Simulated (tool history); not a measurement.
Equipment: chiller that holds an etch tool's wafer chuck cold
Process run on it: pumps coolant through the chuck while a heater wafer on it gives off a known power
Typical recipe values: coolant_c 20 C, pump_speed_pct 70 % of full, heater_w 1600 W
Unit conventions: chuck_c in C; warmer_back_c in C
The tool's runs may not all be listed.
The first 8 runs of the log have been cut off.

{"run": 9, "hour": 805.9, "coolant_c": 17, "pump_speed_pct": 70, "heater_w": 1600, "chuck_c": 36.9, "warmer_back_c": 6.48}
{"run": 10, "hour": 882.6, "coolant_c": 20, "pump_speed_pct": 70, "heater_w": 1600, "chuck_c": 40.1, "warmer_back_c": 6.52}
{"hour": 959.4, "done": "chiller's thermometer calibrated"}
{"run": 11, "hour": 999.2, "coolant_c": 20, "pump_speed_pct": 70, "heater_w": 1600, "chuck_c": 40.4, "warmer_back_c": 6.54}
{"run": 12, "hour": 1065.4, "coolant_c": 20, "pump_speed_pct": 88, "heater_w": 1600, "chuck_c": 37.2, "warmer_back_c": 5.11}
{"run": 13, "hour": 1167.4, "coolant_c": 20, "pump_speed_pct": 88, "heater_w": 1600, "chuck_c": 37.2, "warmer_back_c": 5.12}
{"run": 14, "hour": 1293.6, "coolant_c": 20, "pump_speed_pct": 70, "heater_w": 1600, "chuck_c": 40.7, "warmer_back_c": 6.5}
{"run": 15, "hour": 1400.9, "coolant_c": 20, "pump_speed_pct": 70, "heater_w": 1600, "chuck_c": 40.6, "warmer_back_c": 6.54}
{"run": 16, "hour": 1536.9, "coolant_c": 20, "pump_speed_pct": 70, "heater_w": 1600, "chuck_c": 40.5, "warmer_back_c": 6.51}
{"run": 17, "hour": 1616.3, "coolant_c": 20, "pump_speed_pct": 70, "heater_w": 1600, "chuck_c": 40.7, "warmer_back_c": 6.55}
{"run": 18, "hour": 1714.2, "coolant_c": 20, "pump_speed_pct": 70, "heater_w": 1600, "chuck_c": 40.7, "warmer_back_c": 6.55}
{"run": 19, "hour": 1804.5, "coolant_c": 20, "pump_speed_pct": 84, "heater_w": 1600, "chuck_c": 38.3, "warmer_back_c": 5.46}
{"run": 20, "hour": 1917.2, "coolant_c": 15, "pump_speed_pct": 90, "heater_w": 1378, "chuck_c": 29.9, "warmer_back_c": 4.41}
{"hour": 1990.4, "done": "coolant changed, channels flushed"}
{"run": 21, "hour": 2032.2, "coolant_c": 22, "pump_speed_pct": 79, "heater_w": 2322, "chuck_c": 46.3, "warmer_back_c": 8.43}
{"run": 22, "hour": 2088.7, "coolant_c": 22, "pump_speed_pct": 70, "heater_w": 1600, "chuck_c": 40.5, "warmer_back_c": 6.64}
{"run": 23, "hour": 2216.6, "coolant_c": 22, "pump_speed_pct": 70, "heater_w": 1600, "chuck_c": 40.5, "warmer_back_c": 6.56}
{"run": 24, "hour": 2346.1, "coolant_c": 20, "pump_speed_pct": 86, "heater_w": 1600, "chuck_c": 35.8, "warmer_back_c": 5.36}
{"run": 25, "hour": 2403.0, "coolant_c": 20, "pump_speed_pct": 86, "heater_w": 1600, "chuck_c": 35.8, "warmer_back_c": 5.33}
{"run": 26, "hour": 2463.2, "coolant_c": 20, "pump_speed_pct": 70, "heater_w": 1829, "chuck_c": 41.1, "warmer_back_c": 7.58}
{"run": 27, "hour": 2578.1, "coolant_c": 20, "pump_speed_pct": 70, "heater_w": 1143, "chuck_c": 33.2, "warmer_back_c": 4.75}
{"run": 28, "hour": 2663.8, "coolant_c": 18, "pump_speed_pct": 75, "heater_w": 1600, "chuck_c": 35.6, "warmer_back_c": 6.14}
{"run": 29, "hour": 2783.6, "coolant_c": 15, "pump_speed_pct": 77, "heater_w": 1862, "chuck_c": 35.2, "warmer_back_c": 7.01}
{"run": 30, "hour": 2877.4, "coolant_c": 15, "pump_speed_pct": 77, "heater_w": 1862, "chuck_c": 35.2, "warmer_back_c": 7.03}
{"run": 31, "hour": 2951.3, "coolant_c": 12, "pump_speed_pct": 89, "heater_w": 1900, "chuck_c": 30.5, "warmer_back_c": 6.18}
{"run": 32, "hour": 3050.9, "coolant_c": 19, "pump_speed_pct": 85, "heater_w": 1782, "chuck_c": 37.3, "warmer_back_c": 6.04}

What if the next run were any one of these 3? Each begins from the tool's condition after run 32:
{"run": "A", "hour": 3181.3, "coolant_c": 25, "pump_speed_pct": 82, "heater_w": 2061, "chuck_c": "?", "warmer_back_c": "?"}
{"run": "B", "hour": 3181.3, "coolant_c": 20, "pump_speed_pct": 95, "heater_w": 1600, "chuck_c": "?", "warmer_back_c": "?"}
{"run": "C", "hour": 3181.3, "coolant_c": 19, "pump_speed_pct": 98, "heater_w": 1782, "chuck_c": "?", "warmer_back_c": "?"}

run=A chuck_c=46.6 warmer_back_c=7.27
run=B chuck_c=34.9 warmer_back_c=4.86
run=C chuck_c=35.4 warmer_back_c=5.25
Without the tool's unlogged condition, the same runs would have read:
run=A chuck_c=45.6 warmer_back_c=6.93
run=B chuck_c=34.3 warmer_back_c=4.64
run=C chuck_c=34.7 warmer_back_c=5.01
